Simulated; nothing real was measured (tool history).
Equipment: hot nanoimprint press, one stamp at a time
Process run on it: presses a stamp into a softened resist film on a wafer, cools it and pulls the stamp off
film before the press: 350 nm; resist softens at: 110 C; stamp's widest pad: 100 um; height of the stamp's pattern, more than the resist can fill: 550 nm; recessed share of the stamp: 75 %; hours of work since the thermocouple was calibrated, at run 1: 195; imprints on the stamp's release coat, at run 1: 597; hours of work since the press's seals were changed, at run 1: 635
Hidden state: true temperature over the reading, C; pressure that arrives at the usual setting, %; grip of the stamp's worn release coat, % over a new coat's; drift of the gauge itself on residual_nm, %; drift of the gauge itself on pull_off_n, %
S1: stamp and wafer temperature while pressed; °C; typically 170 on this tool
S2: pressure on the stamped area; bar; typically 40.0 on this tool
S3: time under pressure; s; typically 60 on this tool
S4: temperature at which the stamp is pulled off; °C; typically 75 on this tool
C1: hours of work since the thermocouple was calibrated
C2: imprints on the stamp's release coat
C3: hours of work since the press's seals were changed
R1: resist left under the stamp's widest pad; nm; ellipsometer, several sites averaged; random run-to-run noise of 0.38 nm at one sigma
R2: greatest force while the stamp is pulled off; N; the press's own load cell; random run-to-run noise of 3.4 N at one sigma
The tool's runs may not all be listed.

Run 1, hour 0.0: usual settings; C1 195; C2 597; C3 635. Result: R1 159.2 nm, R2 171 N.
Run 2, hour 32.7: usual settings; C1 212; C2 693; C3 652. Result: R1 160.4 nm, R2 159 N.
Run 3, hour 77.7: usual settings; C1 236; C2 826; C3 676. Result: R1 159.8 nm, R2 167 N.
Run 4, hour 97.2: usual settings; C1 246; C2 884; C3 687. Result: R1 159.3 nm, R2 164 N.
Run 5, hour 116.1: usual settings; C1 256; C2 940; C3 696. Result: R1 159.0 nm, R2 167 N.
Run 6, hour 138.9: usual settings but S4 65 °C; C1 268; C2 1007; C3 709. Result: R1 159.2 nm, R2 199 N.
Run 7, hour 169.5: usual settings but S4 65 °C; C1 284; C2 1097; C3 725. Result: R1 159.2 nm, R2 205 N.
Run 8, hour 190.8: usual settings but S3 41 s; C1 295; C2 1160; C3 736. Result: R1 182.7 nm, R2 167 N.
Run 9, hour 224.6: usual settings but S4 81 °C; C1 313; C2 1260; C3 754. Result: R1 158.1 nm, R2 145 N.
Run 10, hour 243.5: usual settings; C1 323; C2 1316; C3 764. Result: R1 158.6 nm, R2 164 N.
Run 11, hour 285.4: usual settings; C1 345; C2 1440; C3 786. Result: R1 157.6 nm, R2 169 N.
At hour 301.2: stamp cleaned and given a new release coat.
Run 12, hour 335.9: usual settings; C1 369; C2 102; C3 809. Result: R1 157.6 nm, R2 166 N.
Run 13, hour 358.9: usual settings; C1 381; C2 171; C3 822. Result: R1 156.4 nm, R2 163 N.
Run 14, hour 387.0: usual settings; C1 396; C2 254; C3 837. Result: R1 156.7 nm, R2 164 N.
Run 15, hour 430.4: usual settings but S2 28.3 bar; C1 419; C2 382; C3 859. Result: R1 181.5 nm, R2 167 N.
Run 16, hour 474.9: usual settings but S1 177 °C, S2 51.2 bar, S3 69 s, S4 80 °C; C1 442; C2 513; C3 883. Result: R1 104.0 nm, R2 140 N.
Run 17, hour 498.9: usual settings but S1 177 °C, S2 51.2 bar, S3 37 s, S4 77 °C; C1 455; C2 584; C3 896. Result: R1 134.8 nm, R2 151 N.
Run 18, hour 522.8: usual settings but S1 177 °C, S2 53.2 bar, S3 37 s, S4 77 °C; C1 468; C2 655; C3 908. Result: R1 132.7 nm, R2 163 N.
Run 19, hour 563.8: usual settings but S1 177 °C, S2 53.2 bar, S3 37 s, S4 77 °C; C1 489; C2 776; C3 930. Result: R1 132.7 nm, R2 163 N.
At hour 571.9: gauge calibrated.
Run 20, hour 586.8: usual settings but S1 176 °C, S4 76 °C; C1 502; C2 844; C3 942. Result: R1 132.2 nm, R2 165 N.
At hour 623.4: plate thermocouple calibrated.
Run 21, hour 629.2: usual settings but S1 176 °C, S4 76 °C; C1 3; C2 960; C3 963. Result: R1 131.4 nm, R2 165 N.
Run 22, hour 660.4: usual settings but S2 32.6 bar, S3 73 s; C1 20; C2 1052; C3 979. Result: R1 162.4 nm, R2 167 N.
Run 23, hour 693.8: usual settings but S2 32.6 bar, S3 73 s; C1 37; C2 1151; C3 997. Result: R1 162.3 nm, R2 170 N.
Run 24, hour 737.5: usual settings but S1 165 °C, S2 48.4 bar, S3 63 s, S4 66 °C; C1 60; C2 1280; C3 1020. Result: R1 169.6 nm, R2 202 N.
Run 25, hour 779.7: usual settings but S1 165 °C, S2 48.4 bar, S3 63 s, S4 66 °C; C1 83; C2 1405; C3 1042. Result: R1 168.8 nm, R2 199 N.
At hour 805.9: stamp cleaned and given a new release coat.
Run 26, hour 820.3: usual settings but S1 165 °C, S2 47.8 bar, S3 63 s, S4 66 °C; C1 101; C2 43; C3 1061. Result: R1 169.7 nm, R2 208 N.
Run 27, hour 861.2: usual settings but S1 165 °C, S2 47.8 bar, S3 63 s, S4 66 °C; C1 122; C2 164; C3 1082. Result: R1 169.8 nm, R2 189 N.
Run 28, hour 902.5: usual settings but S1 165 °C, S2 47.8 bar, S3 63 s, S4 66 °C; C1 144; C2 286; C3 1104. Result: R1 168.9 nm, R2 198 N.
Run 29, hour 931.0: usual settings but S2 37.9 bar; C1 159; C2 370; C3 1119. Result: R1 161.4 nm, R2 164 N.

3 ways to go on from here, each from the tool as it stands after run 29. What would each give?
Run A, hour 966.8: usual settings but S2 37.9 bar, S4 73 °C; C1 178; C2 476; C3 1138. Result: R1 ?, R2 ?.
Run B, hour 966.8: usual settings but S2 54.5 bar, S4 63 °C; C1 178; C2 476; C3 1138. Result: R1 ?, R2 ?.
Run C, hour 966.8: usual settings but S1 174 °C, S2 37.5 bar, S4 67 °C; C1 178; C2 476; C3 1138. Result: R1 ?, R2 ?.

run     R1   R2
  A  160.5  177
  B  137.0  209
  C  142.3  187
Had the tool no hidden state, the same runs would have come out as:
run     R1   R2
  A  163.6  176
  B  139.6  208
  C  145.0  187
